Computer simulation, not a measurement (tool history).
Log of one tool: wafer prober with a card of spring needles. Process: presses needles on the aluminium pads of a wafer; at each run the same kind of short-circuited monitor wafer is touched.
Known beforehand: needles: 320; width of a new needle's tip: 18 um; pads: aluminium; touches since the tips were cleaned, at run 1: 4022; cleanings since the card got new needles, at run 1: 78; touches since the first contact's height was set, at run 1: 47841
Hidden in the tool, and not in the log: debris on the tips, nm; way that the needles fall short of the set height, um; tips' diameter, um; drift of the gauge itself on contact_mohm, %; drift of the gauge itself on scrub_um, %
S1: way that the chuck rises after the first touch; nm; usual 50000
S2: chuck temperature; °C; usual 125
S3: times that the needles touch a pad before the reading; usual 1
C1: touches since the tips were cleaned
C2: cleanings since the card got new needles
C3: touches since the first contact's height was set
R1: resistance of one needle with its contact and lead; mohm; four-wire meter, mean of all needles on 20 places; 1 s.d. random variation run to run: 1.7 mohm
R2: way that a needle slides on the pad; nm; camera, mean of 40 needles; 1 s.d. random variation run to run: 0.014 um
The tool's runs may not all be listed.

Run 1, hour 0: usual settings; C1 4022; C2 78; C3 47841. Result: R1 233 mohm, R2 6170 nm.
At hour 3.3: tips cleaned on abrasive film.
At hour 19.2: tips cleaned on abrasive film.
At hour 34.8: tips cleaned on abrasive film.
Run 2, hour 46.1: usual settings but S2 104 °C; C1 3976; C2 81; C3 63978. Result: R1 232 mohm, R2 6150 nm.
At hour 49.4: tips cleaned on abrasive film.
At hour 64: tips cleaned on abrasive film.
At hour 79.1: tips cleaned on abrasive film.
At hour 93.6: tips cleaned on abrasive film.
Run 3, hour 93.6: usual settings but S2 104 °C; C1 0; C2 85; C3 80564. Result: R1 183 mohm, R2 6130 nm.
At hour 109: tips cleaned on abrasive film.
At hour 124.2: tips cleaned on abrasive film.
Run 4, hour 124.2: usual settings but S2 119 °C; C1 0; C2 87; C3 91292. Result: R1 185 mohm, R2 6130 nm.
At hour 139.5: tips cleaned on abrasive film.
At hour 149.8: height of the first contact set anew.
At hour 156.2: tips cleaned on abrasive film.
Run 5, hour 165.2: usual settings but S2 119 °C; C1 3193; C2 89; C3 5385. Result: R1 222 mohm, R2 6260 nm.
At hour 172: tips cleaned on abrasive film.
At hour 186.7: tips cleaned on abrasive film.
At hour 201.5: tips cleaned on abrasive film.
Run 6, hour 212.3: usual settings but S2 119 °C; C1 3791; C2 92; C3 21861. Result: R1 232 mohm, R2 6220 nm.
At hour 218: tips cleaned on abrasive film.
At hour 232.4: tips cleaned on abrasive film.
Run 7, hour 243: usual settings but S2 119 °C; C1 3741; C2 94; C3 32631. Result: R1 234 mohm, R2 6220 nm.
At hour 246.5: tips cleaned on abrasive film.
At hour 262.8: tips cleaned on abrasive film.
Run 8, hour 272.7: usual settings; C1 3504; C2 96; C3 43024. Result: R1 233 mohm, R2 6190 nm.
At hour 278.2: tips cleaned on abrasive film.
At hour 293.4: tips cleaned on abrasive film.
At hour 310.2: tips cleaned on abrasive film.
Run 9, hour 320.2: usual settings; C1 3498; C2 99; C3 59636. Result: R1 234 mohm, R2 6170 nm.
At hour 325.9: tips cleaned on abrasive film.
At hour 342: tips cleaned on abrasive film.
Run 10, hour 348.4: usual settings; C1 2251; C2 101; C3 69508. Result: R1 224 mohm, R2 6170 nm.
At hour 356.7: tips cleaned on abrasive film.
At hour 371.2: tips cleaned on abrasive film.
Run 11, hour 374.9: usual settings; C1 1324; C2 103; C3 78795. Result: R1 204 mohm, R2 6160 nm.
At hour 386.3: tips cleaned on abrasive film.
At hour 401.4: tips cleaned on abrasive film.
At hour 416.3: tips cleaned on abrasive film.
Run 12, hour 417.9: usual settings but S1 35000 nm; C1 559; C2 106; C3 93829. Result: R1 219 mohm, R2 4250 nm.
At hour 430.3: tips cleaned on abrasive film.
At hour 437.4: height of the first contact set anew.
At hour 446.9: tips cleaned on abrasive film.
Run 13, hour 450: usual settings but S2 80 °C; C1 1090; C2 108; C3 4404. Result: R1 197 mohm, R2 6220 nm.
At hour 462.3: tips cleaned on abrasive film.
At hour 477.5: tips cleaned on abrasive film.
Run 14, hour 480.7: usual settings but S2 80 °C; C1 1118; C2 110; C3 15164. Result: R1 191 mohm, R2 6230 nm.
At hour 491.7: tips cleaned on abrasive film.
Run 15, hour 503.8: usual settings but S2 80 °C; C1 4270; C2 111; C3 23266. Result: R1 234 mohm, R2 6230 nm.
At hour 507.3: tips cleaned on abrasive film.
At hour 521.5: tips cleaned on abrasive film.
At hour 536.9: tips cleaned on abrasive film.
Run 16, hour 544.7: usual settings but S1 35000 nm, S2 80 °C; C1 2773; C2 114; C3 37586. Result: R1 280 mohm, R2 4320 nm.
At hour 552.7: tips cleaned on abrasive film.
At hour 568.7: tips cleaned on abrasive film.
At hour 583.9: tips cleaned on abrasive film.
Run 17, hour 589.4: usual settings but S1 35000 nm, S2 74 °C; C1 1947; C2 117; C3 53219. Result: R1 253 mohm, R2 4310 nm.
At hour 599.5: tips cleaned on abrasive film.
At hour 615.2: tips cleaned on abrasive film.
At hour 631.3: tips cleaned on abrasive film.
Run 18, hour 633.7: usual settings but S1 44000 nm, S2 26 °C, S3 2; C1 829; C2 120; C3 68716. Result: R1 179 mohm, R2 5410 nm.
At hour 647.2: tips cleaned on abrasive film.
At hour 661: tips cleaned on abrasive film.
Run 19, hour 661: usual settings but S1 67000 nm, S2 67 °C, S3 2; C1 0; C2 122; C3 78285. Result: R1 171 mohm, R2 8280 nm.
At hour 676.6: tips cleaned on abrasive film.
Run 20, hour 689.5: usual settings but S1 58000 nm, S3 2; C1 4541; C2 123; C3 88297. Result: R1 207 mohm, R2 7140 nm.
At hour 692: tips cleaned on abrasive film.
At hour 705.8: tips cleaned on abrasive film.
Run 21, hour 717.3: usual settings but S1 58000 nm, S3 2; C1 4037; C2 125; C3 98000. Result: R1 205 mohm, R2 7100 nm.
At hour 719.9: tips cleaned on abrasive film.
At hour 723.6: height of the first contact set anew.
At hour 735.9: tips cleaned on abrasive film.
At hour 750.1: tips cleaned on abrasive film.
Run 22, hour 751.6: usual settings but S1 37000 nm; C1 508; C2 128; C3 9790. Result: R1 210 mohm, R2 4620 nm.
At hour 766.4: tips cleaned on abrasive film.
Run 23, hour 773.2: usual settings but S1 64000 nm, S2 44 °C, S3 2; C1 2388; C2 129; C3 17361. Result: R1 180 mohm, R2 7970 nm.

Run 24 comes next. What will it give?
At hour 780: tips cleaned on abrasive film.
At hour 794.8: tips cleaned on abrasive film.
Run 24, hour 798.7: usual settings but S1 64000 nm, S2 44 °C, S3 2; C1 1367; C2 131; C3 26281. Result: R1 ?, R2 ?.

Run 24 produced R1 172 mohm, R2 7970 nm.
With the hidden condition absent and the run-to-run variation left alone, this run would have shown R1 159 mohm, R2 8000 nm.
